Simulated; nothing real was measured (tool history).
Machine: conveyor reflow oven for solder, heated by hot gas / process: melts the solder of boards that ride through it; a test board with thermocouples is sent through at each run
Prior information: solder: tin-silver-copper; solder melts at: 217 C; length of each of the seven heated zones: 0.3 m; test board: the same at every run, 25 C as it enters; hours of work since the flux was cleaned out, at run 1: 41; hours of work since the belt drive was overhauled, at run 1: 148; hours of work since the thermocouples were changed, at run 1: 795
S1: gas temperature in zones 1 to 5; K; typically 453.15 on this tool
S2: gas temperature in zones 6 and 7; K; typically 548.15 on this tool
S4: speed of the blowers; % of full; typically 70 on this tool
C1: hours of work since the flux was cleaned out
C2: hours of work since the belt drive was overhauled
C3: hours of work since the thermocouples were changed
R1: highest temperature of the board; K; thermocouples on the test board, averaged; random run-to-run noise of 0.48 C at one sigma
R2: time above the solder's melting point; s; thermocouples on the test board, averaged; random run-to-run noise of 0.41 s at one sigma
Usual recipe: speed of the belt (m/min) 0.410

Run 1, hour 0.0: usual settings; C1 41; C2 148; C3 795. Result: R1 529.05 K, R2 70.2 s.
Run 2, hour 13.5: usual settings; C1 48; C2 156; C3 802. Result: R1 529.05 K, R2 71.0 s.
Run 3, hour 32.3: usual settings but speed of the belt (m/min) 0.444; C1 58; C2 166; C3 813. Result: R1 526.55 K, R2 63.1 s.
Run 4, hour 58.0: usual settings but speed of the belt (m/min) 0.444; C1 72; C2 180; C3 827. Result: R1 525.35 K, R2 62.7 s.
Run 5, hour 75.2: usual settings but speed of the belt (m/min) 0.444; C1 81; C2 189; C3 836. Result: R1 526.65 K, R2 62.3 s.
Run 6, hour 87.6: usual settings but speed of the belt (m/min) 0.444; C1 88; C2 196; C3 843. Result: R1 526.05 K, R2 62.7 s.
Run 7, hour 102.4: usual settings but speed of the belt (m/min) 0.444; C1 96; C2 204; C3 851. Result: R1 526.15 K, R2 61.7 s.
Run 8, hour 115.1: usual settings but speed of the belt (m/min) 0.444; C1 103; C2 211; C3 858. Result: R1 525.35 K, R2 62.1 s.
Run 9, hour 134.4: usual settings; C1 114; C2 221; C3 868. Result: R1 528.35 K, R2 69.6 s.
Run 10, hour 154.5: usual settings but S1 457.15 K; C1 125; C2 232; C3 879. Result: R1 528.35 K, R2 72.9 s.
Run 11, hour 177.6: usual settings but S4 54 % of full; C1 137; C2 245; C3 892. Result: R1 524.15 K, R2 64.6 s.
Run 12, hour 190.6: usual settings but S4 54 % of full; C1 144; C2 252; C3 899. Result: R1 523.15 K, R2 64.5 s.
Run 13, hour 212.0: usual settings; C1 156; C2 263; C3 910. Result: R1 527.15 K, R2 69.9 s.
Run 14, hour 227.3: usual settings; C1 164; C2 272; C3 919. Result: R1 527.65 K, R2 69.0 s.
Run 15, hour 252.8: usual settings; C1 178; C2 286; C3 932. Result: R1 528.15 K, R2 69.5 s.
Run 16, hour 271.1: usual settings; C1 188; C2 296; C3 942. Result: R1 527.55 K, R2 69.4 s.
Run 17, hour 286.4: usual settings; C1 196; C2 304; C3 951. Result: R1 526.55 K, R2 69.2 s.
At hour 304.9: flux residue cleaned out of gas plates and filters.
Run 18, hour 313.2: usual settings; C1 5; C2 316; C3 963. Result: R1 528.65 K, R2 71.0 s.
Run 19, hour 333.8: usual settings; C1 16; C2 327; C3 974. Result: R1 529.25 K, R2 70.9 s.
Run 20, hour 353.8: usual settings but S1 445.15 K, speed of the belt (m/min) 0.366; C1 27; C2 338; C3 985. Result: R1 530.35 K, R2 78.5 s.
Run 21, hour 368.5: usual settings but S1 445.15 K, speed of the belt (m/min) 0.366; C1 35; C2 346; C3 993. Result: R1 530.45 K, R2 78.4 s.
Run 22, hour 386.2: usual settings but S1 445.15 K, speed of the belt (m/min) 0.366; C1 44; C2 355; C3 1002. Result: R1 530.35 K, R2 77.6 s.
Run 23, hour 403.5: usual settings but S1 461.15 K, S2 553.15 K, speed of the belt (m/min) 0.350, S4 74 % of full; C1 54; C2 365; C3 1012. Result: R1 538.65 K, R2 95.6 s.
Run 24, hour 420.4: usual settings but S2 558.15 K, speed of the belt (m/min) 0.354; C1 63; C2 374; C3 1021. Result: R1 540.45 K, R2 91.8 s.
Run 25, hour 437.7: usual settings but S1 448.15 K, S2 558.15 K, speed of the belt (m/min) 0.345, S4 61 % of full; C1 72; C2 383; C3 1030. Result: R1 540.65 K, R2 91.6 s.
Run 26, hour 453.0: usual settings but S1 448.15 K, S2 558.15 K, speed of the belt (m/min) 0.345, S4 61 % of full; C1 81; C2 392; C3 1039. Result: R1 539.55 K, R2 90.3 s.
Run 27, hour 468.8: usual settings but S1 464.15 K, S4 76 % of full; C1 89; C2 400; C3 1047. Result: R1 530.55 K, R2 78.5 s.
Run 28, hour 479.4: usual settings but S2 555.15 K, S4 88 % of full; C1 95; C2 406; C3 1053. Result: R1 537.85 K, R2 77.2 s.
Run 29, hour 499.8: usual settings but S1 450.15 K, speed of the belt (m/min) 0.484, S4 61 % of full; C1 106; C2 417; C3 1064. Result: R1 518.45 K, R2 48.9 s.
Run 30, hour 517.2: usual settings but S1 450.15 K, speed of the belt (m/min) 0.484, S4 61 % of full; C1 115; C2 427; C3 1073. Result: R1 518.85 K, R2 49.2 s.
Run 31, hour 542.6: usual settings but S2 545.15 K, S4 64 % of full; C1 129; C2 440; C3 1087. Result: R1 523.85 K, R2 66.5 s.

Run by run, hidden condition taken away, random variation retained:
Hidden state present: heat that the gas passes to the board, % of a clean oven's; belt's true speed, % of the reading; true gas temperature in zones 6 and 7 over the reading, C; drift of the gauge itself on peak_c, C; drift of the gauge itself on liquid_s, %.
run      R1    R2
  1  531.75  72.0
  2  531.75  72.8
  3  529.35  65.1
  4  528.35  64.8
  5  529.75  64.6
  6  529.25  65.0
  7  529.45  64.1
  8  528.75  64.5
  9  531.85  72.0
 10  531.85  75.2
 11  527.75  67.7
 12  526.85  67.6
 13  531.05  72.8
 14  531.65  71.9
 15  532.45  72.5
 16  531.85  72.5
 17  530.95  72.4
 18  531.25  72.4
 19  532.05  72.3
 20  533.35  80.1
 21  533.45  80.0
 22  533.55  79.4
 23  541.95  96.6
 24  543.85  92.9
 25  544.15  93.1
 26  543.15  91.8
 27  534.15  80.0
 28  541.75  78.6
 29  522.15  51.7
 30  522.55  52.3
 31  527.75  69.2
